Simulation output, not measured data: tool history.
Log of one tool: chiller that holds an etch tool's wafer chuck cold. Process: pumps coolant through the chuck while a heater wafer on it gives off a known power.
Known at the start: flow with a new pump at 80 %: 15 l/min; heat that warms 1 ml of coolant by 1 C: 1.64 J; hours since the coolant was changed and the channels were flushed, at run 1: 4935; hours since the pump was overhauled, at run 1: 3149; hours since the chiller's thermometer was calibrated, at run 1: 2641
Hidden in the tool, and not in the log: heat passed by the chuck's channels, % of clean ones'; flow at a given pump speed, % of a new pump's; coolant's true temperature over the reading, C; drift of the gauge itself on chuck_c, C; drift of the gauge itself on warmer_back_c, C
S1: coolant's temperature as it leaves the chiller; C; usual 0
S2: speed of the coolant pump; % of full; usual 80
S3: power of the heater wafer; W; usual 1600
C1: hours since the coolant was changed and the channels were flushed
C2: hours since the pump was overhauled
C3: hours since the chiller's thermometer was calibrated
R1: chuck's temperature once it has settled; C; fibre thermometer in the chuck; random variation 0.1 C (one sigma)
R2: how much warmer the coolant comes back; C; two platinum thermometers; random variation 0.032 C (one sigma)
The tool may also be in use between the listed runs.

{"run": 1, "hour": 0.0, "S1": 0, "S2": 80, "S3": 1600, "C1": 4935, "C2": 3149, "C3": 2641, "R1": 16, "R2": 4}
{"run": 2, "hour": 105.6, "S1": 0, "S2": 80, "S3": 1600, "C1": 5041, "C2": 3254, "C3": 2746, "R1": 16.3, "R2": 4.1}
{"run": 3, "hour": 173.4, "S1": 0, "S2": 80, "S3": 1600, "C1": 5108, "C2": 3322, "C3": 2814, "R1": 16.3, "R2": 4.03}
{"run": 4, "hour": 320.3, "S1": 0, "S2": 100, "S3": 1600, "C1": 5255, "C2": 3469, "C3": 2961, "R1": 14.4, "R2": 3.18}
{"run": 5, "hour": 450.4, "S1": 9, "S2": 80, "S3": 1600, "C1": 5385, "C2": 3599, "C3": 3091, "R1": 25.6, "R2": 4.04}
{"run": 6, "hour": 572.5, "S1": 9, "S2": 80, "S3": 1600, "C1": 5507, "C2": 3721, "C3": 3213, "R1": 25.8, "R2": 4.11}
{"run": 7, "hour": 723.2, "S1": 9, "S2": 77, "S3": 1043, "C1": 5658, "C2": 3872, "C3": 3364, "R1": 20.5, "R2": 2.78}
{"hour": 811.2, "done": "coolant changed, channels flushed"}
{"run": 8, "hour": 873.9, "S1": 9, "S2": 77, "S3": 1043, "C1": 63, "C2": 4017, "C3": 3508, "R1": 17.8, "R2": 2.82}
{"run": 9, "hour": 981.3, "S1": 9, "S2": 77, "S3": 1043, "C1": 170, "C2": 4124, "C3": 3616, "R1": 17.9, "R2": 2.8}

Forecast run 10:
{"run": 10, "hour": 1112.8, "S1": 9, "S2": 77, "S3": 1043, "C1": 302, "C2": 4255, "C3": 3747, "R1": "?", "R2": "?"}

Run 10 gave R1 18.1 C, R2 2.78 C.
Without the tool's hidden state the same run would have given R1 17.1 C, R2 2.65 C.
